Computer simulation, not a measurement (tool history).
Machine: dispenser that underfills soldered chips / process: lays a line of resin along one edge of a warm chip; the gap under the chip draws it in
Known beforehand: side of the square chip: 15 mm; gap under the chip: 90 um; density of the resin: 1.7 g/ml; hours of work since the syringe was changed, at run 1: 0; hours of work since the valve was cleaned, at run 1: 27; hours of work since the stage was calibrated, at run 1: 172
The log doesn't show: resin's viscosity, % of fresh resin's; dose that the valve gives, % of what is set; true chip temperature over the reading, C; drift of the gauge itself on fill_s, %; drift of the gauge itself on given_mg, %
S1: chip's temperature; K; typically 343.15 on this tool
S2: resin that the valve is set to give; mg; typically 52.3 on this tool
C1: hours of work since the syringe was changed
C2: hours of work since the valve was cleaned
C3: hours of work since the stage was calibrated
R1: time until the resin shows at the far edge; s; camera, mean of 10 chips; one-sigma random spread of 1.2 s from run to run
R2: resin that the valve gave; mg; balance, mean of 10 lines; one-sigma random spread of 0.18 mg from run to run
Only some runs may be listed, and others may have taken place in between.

run	hour	S1	S2	C1	C2	C3	R1	R2
1	0	343.15	52.3	0	27	172	112.6	51.18
2	7.2	343.15	52.3	5	32	177	158.4	50.57
# hour 9: new syringe of resin
3	13.2	343.15	52.3	3	36	182	139.1	50.76
# hour 18.6: new syringe of resin
# hour 21.3: dispensing valve cleaned and set on the balance
4	25.4	343.15	52.3	4	3	190	147.6	52.2
# hour 29.1: new syringe of resin
5	33.7	343.15	52.3	3	9	195	139.1	51.72
# hour 38.5: new syringe of resin
6	41.6	343.15	52.3	2	14	201	128.7	51.91
# hour 47.5: new syringe of resin
7	52.8	343.15	52.3	4	22	209	143.7	51.32
# hour 56.8: new syringe of resin
8	64.4	343.15	52.3	6	31	217	162.2	51.11
# hour 66.3: new syringe of resin
# hour 75.6: new syringe of resin
9	75.6	343.15	52.3	0	39	225	114.6	50.67
# hour 79.9: dispensing valve cleaned and set on the balance
10	82.1	343.15	52.3	4	2	229	148.6	52.17
# hour 85.8: new syringe of resin
11	87.2	343.15	52.3	1	5	233	117.2	52.02
12	93.4	343.15	52.3	6	10	237	158	52
# hour 94.7: new syringe of resin
# hour 103.8: new syringe of resin
13	103.8	343.15	52.3	0	17	244	109.1	51.69
# hour 113.3: new syringe of resin
14	115.1	343.15	52.3	1	25	253	123.3	50.86
# hour 122.4: new syringe of resin
15	122.8	343.15	52.3	0	30	258	110.7	51.23
16	128.7	340.15	52.3	5	35	262	163.5	50.78
# hour 132: new syringe of resin
17	135.7	340.15	52.3	3	40	267	149.8	50.31
# hour 139.2: dispensing valve cleaned and set on the balance
# hour 141.9: new syringe of resin
18	142	340.15	52.3	0	2	271	122.9	52.2
19	148.2	333.15	51.7	5	6	275	204.9	51.29
# hour 151.6: new syringe of resin
20	158.7	333.15	51.7	5	14	283	216.7	51.24
# hour 160.9: new syringe of resin
21	164.1	332.15	54.3	2	18	287	182.3	53.61
# hour 170.1: new syringe of resin
22	171.3	337.15	64.1	1	23	292	137.1	62.98
# hour 178.9: new syringe of resin
23	179.2	348.15	50.8	0	28	297	99.3	49.77
24	186	353.15	46.7	5	33	302	118.1	45.77
# hour 188.2: new syringe of resin
25	195.7	347.15	60.3	6	40	309	136.7	58.27
# hour 197.3: new syringe of resin
# hour 198.3: dispensing valve cleaned and set on the balance
26	205.1	347.15	60.3	5	5	315	129.8	60.46
# hour 207.9: new syringe of resin
27	214.5	350.15	51.6	5	12	322	121	51.51
# hour 217.3: new syringe of resin
28	224.3	337.15	50.1	5	19	329	192.6	49.4
# hour 226.4: new syringe of resin
29	231.6	329.15	53.5	4	24	334	222.1	52.5
# hour 235.7: new syringe of resin
30	241.2	354.15	58.5	4	31	341	100.9	56.9
# hour 244.8: new syringe of resin
31	250.8	357.15	50.5	4	37	348	97.4	49.17
# hour 253.8: new syringe of resin
# hour 257.1: dispensing valve cleaned and set on the balance
32	257.1	334.15	58.9	2	0	351	164.1	58.3
# hour 263.7: new syringe of resin
33	263.7	348.15	61.3	0	5	356	90.3	60.89

Below are 4 alternative next runs, each starting from the tool's condition after run 33. Predict each:
# hour 272.8: new syringe of resin
A	273.5	347.15	49.1	0	12	363	?	?
# hour 272.8: new syringe of resin
B	273.5	342.15	62	0	12	363	?	?
# hour 272.8: new syringe of resin
C	273.5	354.15	52.3	0	12	363	?	?
# hour 272.8: new syringe of resin
D	273.5	330.15	65.5	0	12	363	?	?

run	R1	R2
A	102.8	48.24
B	114.5	61.49
C	82.3	51.38
D	172.2	64.59
Without the tool's hidden state the same runs would have given:
run	R1	R2
A	103.8	48.87
B	116.1	62.29
C	83	52.05
D	175.3	65.43

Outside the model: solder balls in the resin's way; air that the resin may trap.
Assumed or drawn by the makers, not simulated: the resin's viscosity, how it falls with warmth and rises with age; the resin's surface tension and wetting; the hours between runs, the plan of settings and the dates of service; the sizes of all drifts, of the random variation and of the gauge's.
